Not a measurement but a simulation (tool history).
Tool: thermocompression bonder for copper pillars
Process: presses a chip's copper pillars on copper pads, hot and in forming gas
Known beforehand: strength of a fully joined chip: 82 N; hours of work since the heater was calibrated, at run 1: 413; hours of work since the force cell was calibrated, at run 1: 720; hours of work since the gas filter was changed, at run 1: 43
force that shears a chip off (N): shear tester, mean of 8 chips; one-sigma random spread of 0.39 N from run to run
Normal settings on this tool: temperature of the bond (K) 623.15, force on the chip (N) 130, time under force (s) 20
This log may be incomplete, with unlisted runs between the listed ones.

| run | day | temperature of the bond (K) | force on the chip (N) | time under force (s) | hours of work since the heater was calibrated | hours of work since the force cell was calibrated | hours of work since the gas filter was changed | force that shears a chip off (N) |
|---|---|---|---|---|---|---|---|---|
| 1 | 0 | 623.15 | 130 | 20 | 413 | 720 | 43 | 39.3 |
| 2 | 1.4 | 623.15 | 97 | 20 | 435 | 743 | 66 | 32.1 |
| 3 | 2.567 | 623.15 | 97 | 20 | 454 | 762 | 84 | 31.8 |
|  | 4.5 | forming gas filter changed |
| 4 | 4.696 | 651.15 | 97 | 20 | 488 | 796 | 3 | 42.1 |
| 5 | 6.633 | 651.15 | 97 | 20 | 519 | 827 | 35 | 41.8 |
| 6 | 7.892 | 623.15 | 130 | 50 | 540 | 848 | 55 | 52.6 |
| 7 | 9.429 | 623.15 | 130 | 50 | 565 | 873 | 80 | 52.5 |
|  | 11.604 | forming gas filter changed |
| 8 | 11.758 | 623.15 | 130 | 50 | 602 | 910 | 3 | 52.4 |
| 9 | 13.996 | 651.15 | 130 | 20 | 638 | 946 | 39 | 49 |
| 10 | 15.071 | 651.15 | 130 | 20 | 656 | 963 | 56 | 49.5 |
| 11 | 16.2 | 623.15 | 93 | 20 | 674 | 982 | 74 | 31.1 |
| 12 | 17.554 | 623.15 | 93 | 20 | 696 | 1004 | 96 | 30.5 |
|  | 18.729 | forming gas filter changed |
| 13 | 19.533 | 623.15 | 93 | 20 | 727 | 1035 | 13 | 31.2 |
| 14 | 21.258 | 623.15 | 93 | 20 | 755 | 1063 | 41 | 30.6 |
| 15 | 22.821 | 640.15 | 130 | 20 | 780 | 1088 | 66 | 45.7 |
|  | 24.004 | heater calibrated with a thermocouple chip |
| 16 | 24.383 | 640.15 | 130 | 20 | 6 | 1112 | 90 | 45.2 |
|  | 25.971 | forming gas filter changed |
| 17 | 26.15 | 640.15 | 130 | 20 | 34 | 1140 | 3 | 45.4 |
| 18 | 28.233 | 640.15 | 130 | 20 | 68 | 1174 | 37 | 45.1 |
| 19 | 30.3 | 640.15 | 130 | 20 | 101 | 1208 | 70 | 44.8 |
| 20 | 32.375 | 648.15 | 106 | 20 | 135 | 1241 | 103 | 42.9 |

Predict the results of run 21:
|  | 33.162 | forming gas filter changed |
| 21 | 34.692 | 623.15 | 130 | 12 | 172 | 1278 | 25 | ? |

force that shears a chip off (N): 32.3
Were there no unlogged condition in the tool, this run, its random variation unchanged, would have produced force that shears a chip off (N) 32.4.

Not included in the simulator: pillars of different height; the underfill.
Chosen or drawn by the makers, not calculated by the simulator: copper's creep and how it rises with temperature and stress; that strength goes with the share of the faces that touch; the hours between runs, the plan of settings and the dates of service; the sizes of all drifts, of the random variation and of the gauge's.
